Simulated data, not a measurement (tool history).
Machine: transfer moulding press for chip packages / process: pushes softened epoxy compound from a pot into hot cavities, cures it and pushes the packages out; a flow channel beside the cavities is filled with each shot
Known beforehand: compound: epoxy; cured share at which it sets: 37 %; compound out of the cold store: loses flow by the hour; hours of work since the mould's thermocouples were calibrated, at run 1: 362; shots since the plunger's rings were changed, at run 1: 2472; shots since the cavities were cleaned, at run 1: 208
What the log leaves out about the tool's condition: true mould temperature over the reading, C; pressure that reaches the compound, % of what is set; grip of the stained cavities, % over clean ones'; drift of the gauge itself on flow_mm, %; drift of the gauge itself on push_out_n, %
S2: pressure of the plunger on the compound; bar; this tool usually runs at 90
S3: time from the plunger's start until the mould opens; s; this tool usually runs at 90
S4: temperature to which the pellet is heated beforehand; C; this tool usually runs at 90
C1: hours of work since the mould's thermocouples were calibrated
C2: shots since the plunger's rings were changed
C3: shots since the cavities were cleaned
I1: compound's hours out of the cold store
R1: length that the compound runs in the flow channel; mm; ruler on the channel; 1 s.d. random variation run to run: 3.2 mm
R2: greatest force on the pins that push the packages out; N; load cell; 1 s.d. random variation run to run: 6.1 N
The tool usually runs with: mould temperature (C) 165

Run 1, hour 0: usual settings; C1 362; C2 2472; C3 208; I1 45.4. Result: R1 822 mm, R2 316 N.
At hour 30.3: cavities cleaned with cleaning compound and waxed.
Run 2, hour 55.6: usual settings; C1 395; C2 3075; C3 282; I1 28.6. Result: R1 883 mm, R2 340 N.
At hour 76.7: cavities cleaned with cleaning compound and waxed.
Run 3, hour 118.6: usual settings but S3 89 s; C1 432; C2 3761; C3 467; I1 27.6. Result: R1 881 mm, R2 375 N.
At hour 124.6: cavities cleaned with cleaning compound and waxed.
At hour 143.4: plunger's sealing rings changed.
At hour 171.7: cavities cleaned with cleaning compound and waxed.
Run 4, hour 184.2: usual settings but S3 89 s; C1 468; C2 438; C3 139; I1 10.5. Result: R1 979 mm, R2 315 N.
At hour 219.3: cavities cleaned with cleaning compound and waxed.
Run 5, hour 242.9: usual settings but S3 89 s; C1 503; C2 1076; C3 264; I1 28.1. Result: R1 895 mm, R2 345 N.
At hour 265.7: cavities cleaned with cleaning compound and waxed.
Run 6, hour 272.5: usual settings but S3 89 s; C1 520; C2 1389; C3 76; I1 41.5. Result: R1 841 mm, R2 264 N.
At hour 293.7: mould's thermocouples calibrated.
Run 7, hour 309.3: usual settings but S3 89 s; C1 9; C2 1777; C3 464; I1 18.9. Result: R1 930 mm, R2 400 N.
At hour 313.5: cavities cleaned with cleaning compound and waxed.
Run 8, hour 345.4: usual settings but S3 89 s; C1 31; C2 2164; C3 356; I1 31.6. Result: R1 875 mm, R2 358 N.
At hour 360.6: cavities cleaned with cleaning compound and waxed.
Run 9, hour 390.6: usual settings but S3 89 s; C1 57; C2 2651; C3 334; I1 46.2. Result: R1 821 mm, R2 351 N.
At hour 405.3: cavities cleaned with cleaning compound and waxed.
Run 10, hour 434.8: usual settings but mould temperature (C) 172; C1 83; C2 3126; C3 328; I1 18.9. Result: R1 889 mm, R2 286 N.
At hour 449.6: cavities cleaned with cleaning compound and waxed.
Run 11, hour 479: usual settings but mould temperature (C) 172; C1 109; C2 3603; C3 328; I1 22.5. Result: R1 875 mm, R2 287 N.
At hour 496.6: cavities cleaned with cleaning compound and waxed.
At hour 516.3: plunger's sealing rings changed.
Run 12, hour 540.2: usual settings; C1 144; C2 267; C3 459; I1 21.1. Result: R1 931 mm, R2 404 N.
At hour 546.4: cavities cleaned with cleaning compound and waxed.
Run 13, hour 585.9: usual settings; C1 170; C2 759; C3 440; I1 22.7. Result: R1 917 mm, R2 386 N.
At hour 590.8: cavities cleaned with cleaning compound and waxed.
Run 14, hour 626.1: usual settings but S2 84.3 bar; C1 194; C2 1191; C3 394; I1 38.6. Result: R1 827 mm, R2 352 N.
At hour 635.5: cavities cleaned with cleaning compound and waxed.
Run 15, hour 676.9: usual settings but S2 74.1 bar, S4 82 C; C1 224; C2 1741; C3 462; I1 30.2. Result: R1 803 mm, R2 402 N.
At hour 681.5: cavities cleaned with cleaning compound and waxed.
Run 16, hour 715: usual settings but mould temperature (C) 159, S2 74.1 bar; C1 246; C2 2148; C3 373; I1 43.8. Result: R1 777 mm, R2 500 N.
At hour 726.9: cavities cleaned with cleaning compound and waxed.
At hour 773.6: cavities cleaned with cleaning compound and waxed.
Run 17, hour 779: usual settings but mould temperature (C) 159, S2 74.1 bar; C1 283; C2 2828; C3 59; I1 9.6. Result: R1 902 mm, R2 425 N.
At hour 822.1: cavities cleaned with cleaning compound and waxed.
Run 18, hour 843.4: usual settings but mould temperature (C) 159, S2 74.1 bar; C1 321; C2 3530; C3 238; I1 11.2. Result: R1 893 mm, R2 529 N.
At hour 871.4: cavities cleaned with cleaning compound and waxed.
At hour 886.2: plunger's sealing rings changed.
Run 19, hour 886.7: usual settings but mould temperature (C) 170, S2 109.8 bar, S3 72 s, S4 83 C; C1 345; C2 6; C3 142; I1 17.7. Result: R1 1030 mm, R2 332 N.
At hour 919.4: cavities cleaned with cleaning compound and waxed.
Run 20, hour 939.5: usual settings but S2 93.9 bar, S3 76 s; C1 376; C2 578; C3 224; I1 46.8. Result: R1 850 mm, R2 401 N.
At hour 966.3: cavities cleaned with cleaning compound and waxed.
Run 21, hour 974: usual settings but S2 93.9 bar, S3 76 s; C1 396; C2 946; C3 86; I1 23. Result: R1 940 mm, R2 362 N.
At hour 1013.6: cavities cleaned with cleaning compound and waxed.
Run 22, hour 1013.6: usual settings but mould temperature (C) 168, S2 107.8 bar, S4 98 C; C1 420; C2 1371; C3 0; I1 33.7. Result: R1 940 mm, R2 199 N.
Run 23, hour 1053.6: usual settings but S2 79 bar, S3 111 s; C1 444; C2 1817; C3 446; I1 23.9. Result: R1 850 mm, R2 316 N.
At hour 1059.5: cavities cleaned with cleaning compound and waxed.
At hour 1106.7: cavities cleaned with cleaning compound and waxed.
Run 24, hour 1120.2: usual settings but S2 79 bar, S3 111 s; C1 482; C2 2527; C3 151; I1 44. Result: R1 775 mm, R2 240 N.
At hour 1153.8: cavities cleaned with cleaning compound and waxed.
Run 25, hour 1171.9: usual settings but S2 77.2 bar, S3 111 s; C1 513; C2 3086; C3 202; I1 14.6. Result: R1 873 mm, R2 263 N.
At hour 1199.9: cavities cleaned with cleaning compound and waxed.
At hour 1206.2: mould's thermocouples calibrated.
Run 26, hour 1236.6: usual settings but S2 77.2 bar, S3 111 s; C1 18; C2 3769; C3 388; I1 47.1. Result: R1 753 mm, R2 306 N.

4 ways to go on from here, each from the tool as it stands after run 26. What would each give?
At hour 1248.5: cavities cleaned with cleaning compound and waxed.
At hour 1256.3: plunger's sealing rings changed.
Run A, hour 1274.8: usual settings but S2 105.1 bar, S3 111 s, S4 92 C; C1 39; C2 206; C3 265; I1 27.8. Result: R1 ?, R2 ?.
At hour 1248.5: cavities cleaned with cleaning compound and waxed.
At hour 1256.3: plunger's sealing rings changed.
Run B, hour 1274.8: usual settings but S2 90.2 bar, S3 122 s, S4 86 C; C1 39; C2 206; C3 265; I1 16.1. Result: R1 ?, R2 ?.
At hour 1248.5: cavities cleaned with cleaning compound and waxed.
At hour 1256.3: plunger's sealing rings changed.
Run C, hour 1274.8: usual settings but mould temperature (C) 170, S2 77.2 bar, S3 86 s, S4 86 C; C1 39; C2 206; C3 265; I1 32.2. Result: R1 ?, R2 ?.
At hour 1248.5: cavities cleaned with cleaning compound and waxed.
At hour 1256.3: plunger's sealing rings changed.
Run D, hour 1274.8: usual settings but S2 77.2 bar, S3 111 s, S4 97 C; C1 39; C2 206; C3 265; I1 46.5. Result: R1 ?, R2 ?.

run   R1   R2
  A  973  287
  B  953  278
  C  804  298
  D  771  277
Had the tool no hidden state, the same runs would have come out as:
run   R1   R2
  A  977  189
  B  957  182
  C  807  195
  D  774  181
